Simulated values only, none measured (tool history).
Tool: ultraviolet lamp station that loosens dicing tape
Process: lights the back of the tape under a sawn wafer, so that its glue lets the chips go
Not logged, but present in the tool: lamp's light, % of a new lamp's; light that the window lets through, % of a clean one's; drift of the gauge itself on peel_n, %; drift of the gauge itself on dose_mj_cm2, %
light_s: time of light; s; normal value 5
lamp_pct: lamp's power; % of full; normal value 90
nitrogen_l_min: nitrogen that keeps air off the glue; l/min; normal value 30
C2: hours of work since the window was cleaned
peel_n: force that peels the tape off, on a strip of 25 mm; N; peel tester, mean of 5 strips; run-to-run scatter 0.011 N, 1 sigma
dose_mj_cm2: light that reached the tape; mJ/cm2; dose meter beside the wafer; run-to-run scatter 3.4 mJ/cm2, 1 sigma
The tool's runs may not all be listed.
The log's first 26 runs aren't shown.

run 27 hour=344.9 | light_s=4 lamp_pct=74 nitrogen_l_min=42 | hours_of_work_of_the_lamp=299 C2=198 | peel_n=1.11 dose_mj_cm2=320
run 28 hour=357.7 | light_s=4 lamp_pct=74 nitrogen_l_min=42 | hours_of_work_of_the_lamp=306 C2=206 | peel_n=1.111 dose_mj_cm2=321
run 29 hour=374.5 | light_s=4 lamp_pct=73 nitrogen_l_min=30 | hours_of_work_of_the_lamp=316 C2=215 | peel_n=1.305 dose_mj_cm2=311
run 30 hour=386.3 | light_s=4 lamp_pct=74 nitrogen_l_min=20 | hours_of_work_of_the_lamp=322 C2=222 | peel_n=1.551 dose_mj_cm2=315
run 31 hour=405.4 | light_s=4 lamp_pct=74 nitrogen_l_min=21 | hours_of_work_of_the_lamp=333 C2=233 | peel_n=1.555 dose_mj_cm2=314
run 32 hour=418.3 | light_s=2 lamp_pct=90 nitrogen_l_min=34 | hours_of_work_of_the_lamp=341 C2=240 | peel_n=2.414 dose_mj_cm2=185
run 33 hour=438 | light_s=2 lamp_pct=90 nitrogen_l_min=34 | hours_of_work_of_the_lamp=352 C2=252 | peel_n=2.544 dose_mj_cm2=188
run 34 hour=451.6 | light_s=2 lamp_pct=70 nitrogen_l_min=34 | hours_of_work_of_the_lamp=360 C2=260 | peel_n=3.168 dose_mj_cm2=146
run 35 hour=470.1 | light_s=2 lamp_pct=65 nitrogen_l_min=30 | hours_of_work_of_the_lamp=371 C2=270 | peel_n=3.547 dose_mj_cm2=135
run 36 hour=481.9 | light_s=2 lamp_pct=65 nitrogen_l_min=50 | hours_of_work_of_the_lamp=377 C2=277 | peel_n=3.195 dose_mj_cm2=132
run 37 hour=496.1 | light_s=7 lamp_pct=65 nitrogen_l_min=42 | hours_of_work_of_the_lamp=386 C2=285 | peel_n=0.566 dose_mj_cm2=468
run 38 hour=512.8 | light_s=6 lamp_pct=96 nitrogen_l_min=42 | hours_of_work_of_the_lamp=395 C2=295 | peel_n=0.374 dose_mj_cm2=585
run 39 hour=523 | light_s=6 lamp_pct=96 nitrogen_l_min=42 | hours_of_work_of_the_lamp=401 C2=301 | peel_n=0.365 dose_mj_cm2=585
run 40 hour=531.8 | light_s=6 lamp_pct=96 nitrogen_l_min=42 | hours_of_work_of_the_lamp=406 C2=306 | peel_n=0.343 dose_mj_cm2=577

What does the tool deliver on the next run?
run 41 hour=542.2 | light_s=6 lamp_pct=90 nitrogen_l_min=30 | hours_of_work_of_the_lamp=412 C2=312 | peel_n=? dose_mj_cm2=?

Run 41 came out at peel_n 0.467 N, dose_mj_cm2 551 mJ/cm2.
Without the tool's hidden state the same run would have given peel_n 0.331 N, dose_mj_cm2 670 mJ/cm2.
